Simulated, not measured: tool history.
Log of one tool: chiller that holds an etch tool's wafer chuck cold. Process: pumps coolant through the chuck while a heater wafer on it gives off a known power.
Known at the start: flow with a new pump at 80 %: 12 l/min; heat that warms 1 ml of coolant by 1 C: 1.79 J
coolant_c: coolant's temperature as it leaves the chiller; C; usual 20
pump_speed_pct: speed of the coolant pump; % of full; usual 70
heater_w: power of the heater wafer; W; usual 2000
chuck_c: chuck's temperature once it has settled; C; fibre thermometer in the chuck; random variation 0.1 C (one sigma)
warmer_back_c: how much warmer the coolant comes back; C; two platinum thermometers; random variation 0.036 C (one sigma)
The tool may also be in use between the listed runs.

run 1 hour=0.0 | coolant_c=20 pump_speed_pct=70 heater_w=2000 | chuck_c=41.6 warmer_back_c=6.52
-- hour=24.3 chiller's thermometer calibrated
run 2 hour=51.5 | coolant_c=20 pump_speed_pct=70 heater_w=2000 | chuck_c=41.3 warmer_back_c=6.46
run 3 hour=100.0 | coolant_c=20 pump_speed_pct=70 heater_w=2000 | chuck_c=41.4 warmer_back_c=6.48
run 4 hour=130.2 | coolant_c=20 pump_speed_pct=70 heater_w=1521 | chuck_c=36.3 warmer_back_c=4.96
run 5 hour=154.0 | coolant_c=20 pump_speed_pct=70 heater_w=1521 | chuck_c=36.2 warmer_back_c=4.95
run 6 hour=202.6 | coolant_c=20 pump_speed_pct=70 heater_w=1521 | chuck_c=36.1 warmer_back_c=4.89
run 7 hour=231.4 | coolant_c=20 pump_speed_pct=70 heater_w=1521 | chuck_c=36.4 warmer_back_c=4.94
run 8 hour=255.3 | coolant_c=20 pump_speed_pct=70 heater_w=2422 | chuck_c=45.9 warmer_back_c=7.87
run 9 hour=278.0 | coolant_c=20 pump_speed_pct=83 heater_w=2313 | chuck_c=41.3 warmer_back_c=6.24
run 10 hour=331.5 | coolant_c=20 pump_speed_pct=83 heater_w=2313 | chuck_c=41.3 warmer_back_c=6.23
run 11 hour=365.8 | coolant_c=16 pump_speed_pct=71 heater_w=2313 | chuck_c=40.3 warmer_back_c=7.41
run 12 hour=411.5 | coolant_c=15 pump_speed_pct=69 heater_w=1150 | chuck_c=27.4 warmer_back_c=3.78
run 13 hour=459.8 | coolant_c=20 pump_speed_pct=61 heater_w=2490 | chuck_c=50.0 warmer_back_c=9.43

5 ways to go on from here, each from the tool as it stands after run 13. What would each give?
run A hour=514.2 | coolant_c=15 pump_speed_pct=74 heater_w=2308 | chuck_c=? warmer_back_c=?
run B hour=514.2 | coolant_c=19 pump_speed_pct=95 heater_w=1200 | chuck_c=? warmer_back_c=?
run C hour=514.2 | coolant_c=20 pump_speed_pct=99 heater_w=1386 | chuck_c=? warmer_back_c=?
run D hour=514.2 | coolant_c=20 pump_speed_pct=93 heater_w=2000 | chuck_c=? warmer_back_c=?
run E hour=514.2 | coolant_c=22 pump_speed_pct=65 heater_w=2965 | chuck_c=? warmer_back_c=?

run=A chuck_c=38.7 warmer_back_c=6.97
run=B chuck_c=28.8 warmer_back_c=2.81
run=C chuck_c=31.2 warmer_back_c=3.02
run=D chuck_c=36.6 warmer_back_c=4.74
run=E chuck_c=55.7 warmer_back_c=10.45
Without the tool's hidden state the same runs would have given:
run=A chuck_c=38.7 warmer_back_c=6.97
run=B chuck_c=28.8 warmer_back_c=2.81
run=C chuck_c=31.2 warmer_back_c=3.02
run=D chuck_c=36.6 warmer_back_c=4.74
run=E chuck_c=55.7 warmer_back_c=10.45
